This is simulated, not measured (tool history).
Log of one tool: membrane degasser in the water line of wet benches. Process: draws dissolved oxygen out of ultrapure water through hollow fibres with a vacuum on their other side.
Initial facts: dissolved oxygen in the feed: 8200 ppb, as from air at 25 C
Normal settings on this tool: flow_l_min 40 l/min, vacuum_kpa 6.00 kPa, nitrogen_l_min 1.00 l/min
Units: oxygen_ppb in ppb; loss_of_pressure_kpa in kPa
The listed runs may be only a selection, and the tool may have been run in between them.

| run | day | flow_l_min | vacuum_kpa | nitrogen_l_min | oxygen_ppb | loss_of_pressure_kpa |
|---|---|---|---|---|---|---|
| 1 | 0.000 | 40 | 6.00 | 1.00 | 280.0 | 58.07 |
| 2 | 5.888 | 40 | 6.00 | 1.00 | 271.1 | 58.55 |
| 3 | 11.083 | 40 | 6.00 | 1.00 | 277.3 | 58.24 |
| 4 | 14.967 | 40 | 6.00 | 1.00 | 275.6 | 58.59 |
| 5 | 18.000 | 40 | 6.00 | 1.00 | 275.4 | 58.00 |
| 6 | 20.900 | 40 | 6.00 | 1.00 | 276.4 | 58.43 |
| 7 | 23.479 | 40 | 6.00 | 1.00 | 277.4 | 58.59 |
| 8 | 27.329 | 32 | 10.01 | 0.66 | 628.8 | 46.94 |
| 9 | 30.804 | 33 | 3.67 | 1.70 | 47.4 | 47.97 |
| 10 | 35.154 | 62 | 10.32 | 1.00 | 924.7 | 90.62 |
| 11 | 38.000 | 62 | 10.32 | 1.00 | 934.5 | 90.61 |

Predict each of these 5 candidate next runs independently; none follows another, all start after run 11:
|  | 40.133 | seals of the vacuum lines changed |
| A | 41.767 | 45 | 3.77 | 1.00 | ? | ? |
|  | 40.133 | seals of the vacuum lines changed |
| B | 41.767 | 34 | 3.75 | 1.00 | ? | ? |
|  | 40.133 | seals of the vacuum lines changed |
| C | 41.767 | 62 | 8.81 | 1.00 | ? | ? |
|  | 40.133 | seals of the vacuum lines changed |
| D | 41.767 | 50 | 9.00 | 0.90 | ? | ? |
|  | 40.133 | seals of the vacuum lines changed |
| E | 41.767 | 29 | 11.10 | 1.00 | ? | ? |

| run | oxygen_ppb | loss_of_pressure_kpa |
|---|---|---|
| A | 140.9 | 66.20 |
| B | 74.5 | 49.65 |
| C | 794.6 | 90.73 |
| D | 687.7 | 72.84 |
| E | 484.1 | 42.36 |
What these runs would have given with no unlogged condition in the tool:
| run | oxygen_ppb | loss_of_pressure_kpa |
|---|---|---|
| A | 117.3 | 65.60 |
| B | 57.0 | 49.19 |
| C | 765.7 | 89.90 |
| D | 662.1 | 72.18 |
| E | 470.3 | 41.98 |
